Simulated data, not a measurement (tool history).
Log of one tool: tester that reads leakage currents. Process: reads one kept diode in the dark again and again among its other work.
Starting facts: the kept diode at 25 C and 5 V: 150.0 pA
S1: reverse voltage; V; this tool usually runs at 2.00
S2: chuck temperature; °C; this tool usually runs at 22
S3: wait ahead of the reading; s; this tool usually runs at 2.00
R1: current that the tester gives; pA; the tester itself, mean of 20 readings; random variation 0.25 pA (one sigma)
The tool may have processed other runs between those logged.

run,hour,S1,S2,S3,R1
1,0.0,2.00,22,2.00,81.77
2,41.2,2.00,22,2.00,81.20
3,90.2,2.00,22,2.00,81.49
4,119.2,2.00,22,2.00,81.61
5,167.9,2.00,22,2.00,81.41
6,231.4,2.00,22,2.00,81.81
7,272.2,2.00,22,2.00,81.30
8,309.8,16.51,22,2.00,195.14
9,349.1,16.51,22,2.00,194.14
10,411.0,2.00,22,0.77,81.72
11,470.9,2.00,22,0.77,81.49
12,528.4,2.00,22,2.00,80.89
13,576.1,15.03,22,2.00,187.40
14,619.8,2.00,22,0.61,82.22
15,653.9,2.00,22,0.61,82.08
16,685.6,2.00,22,0.61,82.32
# hour 712.5: probe card cleaned and baked
17,754.4,2.00,22,0.61,82.00
18,802.3,2.00,22,0.61,82.22
19,855.0,2.00,22,0.61,82.20
20,913.2,2.00,22,0.61,82.14
21,976.6,2.00,49,2.00,620.18
22,1008.5,2.04,22,1.00,82.55
23,1038.0,2.04,22,1.00,81.67
24,1090.4,5.36,25,2.00,155.71
25,1130.8,1.03,25,1.05,79.33
26,1188.9,1.01,58,9.54,855.86
27,1244.1,8.57,24,2.00,174.69
28,1295.2,8.57,24,2.00,173.99
29,1363.3,5.86,45,0.79,730.32
30,1424.6,13.94,49,0.37,1384.65
# hour 1438.9: chuck's temperature calibrated
31,1467.2,2.00,57,3.40,1064.43
32,1535.3,2.00,52,0.50,763.91
33,1589.2,2.00,53,2.00,814.08
34,1622.5,2.00,53,2.00,810.84
35,1689.8,2.00,53,2.00,808.89
36,1742.0,6.61,28,2.00,214.53
37,1787.5,6.61,28,2.00,214.18
38,1856.7,13.49,24,0.85,213.11
39,1893.2,2.00,56,2.00,993.97
40,1961.4,15.67,36,0.38,577.12

For some of the steps in R1 from one run to the next: how much would appear even if the tool had no hidden state, given the settings, what came in and random variation, and how much remains for the hidden state plus any gauge scatter that the measured result and the result without hidden state don't share?
The hidden state here: stray current of the dirty probe card, pA a volt; current scale over the true one, %; true chuck temperature over the reading, C; drift of the gauge itself on leakage_pa, %.
Run 25 -> 26: S1 1.03 -> 1.01, S2 25 -> 58, S3 1.05 -> 9.54. R1 +776.53 pA: hidden state +0.26, all else +776.27.
Run 26 -> 27: S1 1.01 -> 8.57, S2 58 -> 24, S3 9.54 -> 2.00. R1 -681.17 pA: hidden state -0.20, all else -680.97.
Run 29 -> 30: S1 5.86 -> 13.94, S2 45 -> 49, S3 0.79 -> 0.37. R1 +654.33 pA: hidden state +0.28, all else +654.05.
Run 30 -> 31: S1 13.94 -> 2.00, S2 49 -> 57, S3 0.37 -> 3.40, chuck's temperature calibrated. R1 -320.22 pA: hidden state -0.63, all else -319.59.
Run 38 -> 39: S1 13.49 -> 2.00, S2 24 -> 56, S3 0.85 -> 2.00. R1 +780.86 pA: hidden state -0.05, all else +780.91.
